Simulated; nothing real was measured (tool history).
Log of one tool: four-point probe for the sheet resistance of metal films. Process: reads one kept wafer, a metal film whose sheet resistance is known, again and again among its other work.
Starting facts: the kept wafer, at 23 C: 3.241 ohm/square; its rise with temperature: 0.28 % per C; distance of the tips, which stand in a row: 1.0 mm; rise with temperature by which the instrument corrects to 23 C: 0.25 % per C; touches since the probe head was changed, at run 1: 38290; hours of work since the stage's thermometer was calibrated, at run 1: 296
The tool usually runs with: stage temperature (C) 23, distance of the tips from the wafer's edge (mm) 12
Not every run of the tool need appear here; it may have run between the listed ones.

run,day,stage temperature (C),distance of the tips from the wafer's edge (mm),touches since the probe head was changed,hours of work since the stage's thermometer was calibrated,sheet resistance as the instrument gives it (ohm/square)
1,0,23,12,38290,296,3.265474
2,0.621,23,12,38732,302,3.264545
3,0.967,23,12,38978,306,3.26501
4,1.379,23,12,39272,311,3.2652
5,1.729,23,12,39523,314,3.2664
6,2.254,23,12,39896,320,3.264021
7,2.658,23,6,40186,324,3.300673
8,3.262,23,12,40617,331,3.265156
9,3.779,23,12,40985,336,3.264755
10,4.221,23,3,41299,341,3.436157
11,4.808,28,12,41717,347,3.270365
12,5.233,28,12,42020,352,3.2703
13,5.829,28,12,42445,358,3.270185
14,6.6,28,12,42996,366,3.268637
15,7.312,30,12,43502,374,3.272868
16,7.717,21,12,43790,378,3.265011
17,8.288,23,12,44199,384,3.266004
18,8.838,23,12,44591,390,3.266572
19,9.533,19,73,45087,397,3.252044
20,9.971,30,6,45399,402,3.3092
21,10.733,18,17,45940,410,3.257266
22,11.358,22,5,46387,417,3.323081
23,12.021,32,67,46858,424,3.263347
24,12.704,32,67,47346,431,3.262369

The next listed run, before its measurement:
25,13.292,32,13,47765,437,?

{"run 25": {"sheet resistance as the instrument gives it (ohm/square)": 3.274402}}
With no hidden state in the tool, this same run would have given sheet resistance as the instrument gives it (ohm/square) 3.259674.

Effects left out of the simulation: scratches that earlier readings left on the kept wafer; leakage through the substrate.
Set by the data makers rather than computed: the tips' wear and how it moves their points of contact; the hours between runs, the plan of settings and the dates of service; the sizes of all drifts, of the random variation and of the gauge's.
